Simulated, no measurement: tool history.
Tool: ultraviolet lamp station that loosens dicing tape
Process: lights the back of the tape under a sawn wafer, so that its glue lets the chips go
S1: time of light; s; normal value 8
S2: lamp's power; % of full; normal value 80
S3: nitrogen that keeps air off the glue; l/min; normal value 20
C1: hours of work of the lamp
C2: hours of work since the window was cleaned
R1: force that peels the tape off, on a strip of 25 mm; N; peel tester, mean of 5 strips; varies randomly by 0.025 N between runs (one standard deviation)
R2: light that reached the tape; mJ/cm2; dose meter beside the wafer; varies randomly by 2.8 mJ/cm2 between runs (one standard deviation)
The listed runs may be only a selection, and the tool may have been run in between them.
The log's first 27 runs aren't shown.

run,day,S1,S2,S3,C1,C2,R1,R2
28,15.408,5,85,17,697,265,3.692,219
29,16.229,6,96,7,710,278,3.321,293
30,16.733,6,96,7,718,285,3.371,292
31,17.375,8,93,20,728,295,1.437,372
32,17.983,14,73,16,737,305,0.816,509
33,18.575,14,73,16,747,314,0.812,509
34,19.088,8,80,20,755,322,1.975,320
35,19.867,8,80,20,767,334,1.942,314
36,20.650,7,66,12,779,347,3.768,230
37,21.150,10,66,10,787,354,2.631,322
38,21.862,8,80,17,798,366,2.146,308
39,22.458,11,92,16,807,375,0.927,488
40,22.992,8,84,15,816,383,2.092,323
41,23.717,8,84,15,827,395,2.158,321
42,24.171,6,70,33,834,402,3.271,201
43,24.621,9,80,17,841,409,1.742,347

Here are 4 independent what-if runs from the current tool condition. What would each one return?
A,25.212,5,93,20,850,418,?,?
B,25.212,10,68,7,850,418,?,?
C,25.212,12,80,20,850,418,?,?
D,25.212,10,77,27,850,418,?,?

run,R1,R2
A,3.370,221
B,3.033,323
C,0.943,458
D,1.284,369
Without the tool's unlogged condition, the same runs would have read:
run,R1,R2
A,2.236,296
B,1.953,431
C,0.453,613
D,0.655,493

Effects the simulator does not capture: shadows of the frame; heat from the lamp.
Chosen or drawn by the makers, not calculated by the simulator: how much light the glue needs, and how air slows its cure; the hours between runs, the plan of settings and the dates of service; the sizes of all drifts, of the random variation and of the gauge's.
